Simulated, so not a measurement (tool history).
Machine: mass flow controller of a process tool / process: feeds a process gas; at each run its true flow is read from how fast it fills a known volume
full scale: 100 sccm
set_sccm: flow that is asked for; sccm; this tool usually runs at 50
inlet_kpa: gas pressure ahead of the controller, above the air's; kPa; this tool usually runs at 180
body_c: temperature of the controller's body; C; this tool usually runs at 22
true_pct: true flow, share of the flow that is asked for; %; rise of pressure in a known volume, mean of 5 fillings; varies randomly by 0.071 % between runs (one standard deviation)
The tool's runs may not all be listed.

run     day  set_sccm  inlet_kpa  body_c  true_pct
  1       0        50        180      22     99.94
  2   5.667        50        180      22    100.21
  3  11.046        50        180      22    100.15
  4  15.071        50        180      22    100.29
  5  19.796        50        180      22    100.29
  6  24.521        50        180      24    100.27
  7  27.675        50        180      22    100.44
  8  32.438        11        180      22     100.2
  9    36.4        50        154      22    100.62
 10  40.075        19        186      21     100.6
 11  43.183        50        171      26    100.44
 12  49.004        50        171      26     100.6
 13  53.275        89        180      22    101.02
 14  56.754        89        180      22    101.04
 15  61.442        15        176      39     99.66

Alternative continuations, all from the tool just after run 15; predict every row:
  A  64.304        50        180      21         ?
  B  64.304        17        244      38         ?
  C  64.304        62        219      22         ?
  D  64.304        24        245      39         ?

run  true_pct
  A    100.96
  B     99.27
  C    100.86
  D      99.3
Take away the tool's hidden state, keep each run's random variation, and the runs would have read:
run  true_pct
  A    100.04
  B     98.34
  C     99.95
  D     98.38
